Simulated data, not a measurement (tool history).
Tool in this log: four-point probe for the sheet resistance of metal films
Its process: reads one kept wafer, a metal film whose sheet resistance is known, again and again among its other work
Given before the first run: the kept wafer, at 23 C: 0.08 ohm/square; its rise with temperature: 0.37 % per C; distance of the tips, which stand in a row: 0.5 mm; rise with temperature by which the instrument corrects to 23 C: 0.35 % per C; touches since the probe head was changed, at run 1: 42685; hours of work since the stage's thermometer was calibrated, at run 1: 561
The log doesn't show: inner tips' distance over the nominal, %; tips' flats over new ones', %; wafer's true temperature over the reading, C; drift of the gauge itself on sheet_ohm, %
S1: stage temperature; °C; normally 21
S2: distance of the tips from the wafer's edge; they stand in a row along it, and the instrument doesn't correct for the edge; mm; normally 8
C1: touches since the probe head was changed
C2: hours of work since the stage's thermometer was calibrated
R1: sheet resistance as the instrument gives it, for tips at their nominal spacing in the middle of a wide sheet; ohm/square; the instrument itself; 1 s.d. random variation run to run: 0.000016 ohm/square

{"run": 1, "day": 0.0, "S1": 21, "S2": 8, "C1": 42685, "C2": 561, "R1": 0.080134}
{"run": 2, "day": 0.896, "S1": 21, "S2": 8, "C1": 43524, "C2": 578, "R1": 0.080138}
{"run": 3, "day": 1.504, "S1": 21, "S2": 8, "C1": 44093, "C2": 589, "R1": 0.080129}
{"run": 4, "day": 2.483, "S1": 21, "S2": 8, "C1": 45007, "C2": 608, "R1": 0.080136}
{"run": 5, "day": 3.221, "S1": 21, "S2": 8, "C1": 45699, "C2": 622, "R1": 0.080117}
{"run": 6, "day": 3.988, "S1": 21, "S2": 8, "C1": 46413, "C2": 637, "R1": 0.080138}
{"run": 7, "day": 5.075, "S1": 21, "S2": 8, "C1": 47432, "C2": 658, "R1": 0.080108}
{"run": 8, "day": 5.675, "S1": 21, "S2": 8, "C1": 47993, "C2": 669, "R1": 0.080143}
{"run": 9, "day": 6.279, "S1": 21, "S2": 8, "C1": 48558, "C2": 681, "R1": 0.080105}
{"run": 10, "day": 7.288, "S1": 21, "S2": 8, "C1": 49503, "C2": 700, "R1": 0.080134}
{"run": 11, "day": 8.012, "S1": 32, "S2": 24, "C1": 50181, "C2": 714, "R1": 0.080179}

Expected results for the next run?
{"run": 12, "day": 9.062, "S1": 24, "S2": 14, "C1": 51162, "C2": 734, "R1": "?"}

Run 12 gave R1 0.080102 ohm/square.
On a tool with no hidden condition, and with the same random variation, this run would have come out at R1 0.080096 ohm/square.
